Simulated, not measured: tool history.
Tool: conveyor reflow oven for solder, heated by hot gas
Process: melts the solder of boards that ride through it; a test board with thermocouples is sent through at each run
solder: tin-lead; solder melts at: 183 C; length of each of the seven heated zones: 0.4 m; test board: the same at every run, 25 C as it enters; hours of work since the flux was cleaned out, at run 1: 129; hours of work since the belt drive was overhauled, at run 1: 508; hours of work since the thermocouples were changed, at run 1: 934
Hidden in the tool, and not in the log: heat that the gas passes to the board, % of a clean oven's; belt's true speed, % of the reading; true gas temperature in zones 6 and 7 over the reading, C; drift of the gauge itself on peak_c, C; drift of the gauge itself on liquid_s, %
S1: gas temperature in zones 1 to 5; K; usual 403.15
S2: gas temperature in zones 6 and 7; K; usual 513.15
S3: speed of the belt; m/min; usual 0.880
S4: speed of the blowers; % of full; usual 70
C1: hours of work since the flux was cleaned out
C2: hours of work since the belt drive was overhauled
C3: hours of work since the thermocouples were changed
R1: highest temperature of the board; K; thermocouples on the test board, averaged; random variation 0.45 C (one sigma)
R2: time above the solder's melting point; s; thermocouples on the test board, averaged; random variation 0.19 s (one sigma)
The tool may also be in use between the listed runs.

run 1 hour=0.0 | S1=403.15 S2=513.15 S3=0.880 S4=70 | C1=129 C2=508 C3=934 | R1=490.55 R2=39.8
run 2 hour=14.9 | S1=403.15 S2=513.15 S3=0.880 S4=70 | C1=140 C2=519 C3=945 | R1=490.95 R2=39.1
run 3 hour=28.7 | S1=409.15 S2=513.15 S3=0.880 S4=70 | C1=150 C2=530 C3=955 | R1=492.25 R2=41.3
run 4 hour=36.5 | S1=409.15 S2=513.15 S3=0.880 S4=75 | C1=156 C2=535 C3=961 | R1=493.55 R2=41.5
run 5 hour=45.0 | S1=409.15 S2=513.15 S3=0.880 S4=75 | C1=163 C2=542 C3=967 | R1=493.15 R2=41.6
run 6 hour=61.0 | S1=401.15 S2=513.15 S3=0.880 S4=70 | C1=174 C2=554 C3=979 | R1=489.95 R2=38.3
run 7 hour=75.6 | S1=401.15 S2=513.15 S3=0.880 S4=70 | C1=185 C2=564 C3=990 | R1=491.15 R2=38.2
run 8 hour=86.3 | S1=401.15 S2=513.15 S3=0.880 S4=70 | C1=193 C2=572 C3=998 | R1=489.55 R2=38.2
run 9 hour=98.5 | S1=401.15 S2=528.15 S3=0.880 S4=70 | C1=202 C2=581 C3=1007 | R1=502.65 R2=44.8
run 10 hour=114.4 | S1=401.15 S2=528.15 S3=0.880 S4=70 | C1=214 C2=593 C3=1018 | R1=501.75 R2=45.0
run 11 hour=121.9 | S1=401.15 S2=528.15 S3=0.880 S4=89 | C1=220 C2=599 C3=1024 | R1=507.65 R2=46.4
run 12 hour=129.8 | S1=401.15 S2=528.15 S3=0.880 S4=89 | C1=225 C2=605 C3=1030 | R1=507.05 R2=46.5
run 13 hour=146.6 | S1=401.15 S2=528.15 S3=0.880 S4=89 | C1=238 C2=617 C3=1042 | R1=506.45 R2=46.3
run 14 hour=155.3 | S1=410.15 S2=515.15 S3=0.880 S4=70 | C1=244 C2=623 C3=1049 | R1=492.25 R2=42.0
run 15 hour=164.4 | S1=410.15 S2=515.15 S3=0.880 S4=70 | C1=251 C2=630 C3=1056 | R1=491.95 R2=42.1
-- hour=169.8 belt drive overhauled, speed set with a stopwatch
-- hour=180.4 flux residue cleaned out of gas plates and filters
run 16 hour=189.3 | S1=410.15 S2=515.15 S3=0.880 S4=70 | C1=7 C2=11 C3=1067 | R1=494.95 R2=42.9
-- hour=201.2 belt drive overhauled, speed set with a stopwatch, once more
run 17 hour=202.2 | S1=403.15 S2=513.15 S3=0.821 S4=67 | C1=13 C2=1 C3=1074 | R1=492.05 R2=43.5
run 18 hour=214.4 | S1=403.15 S2=513.15 S3=0.821 S4=67 | C1=22 C2=10 C3=1083 | R1=492.25 R2=43.2
run 19 hour=228.4 | S1=403.15 S2=513.15 S3=0.880 S4=52 | C1=33 C2=20 C3=1093 | R1=485.65 R2=35.3

Forecast run 20:
run 20 hour=241.6 | S1=392.15 S2=513.15 S3=0.880 S4=82 | C1=42 C2=30 C3=1103 | R1=? R2=?

Run 20 gave R1 491.35 K, R2 37.5 s.
Without the tool's hidden state the same run would have given R1 495.25 K, R2 39.5 s.
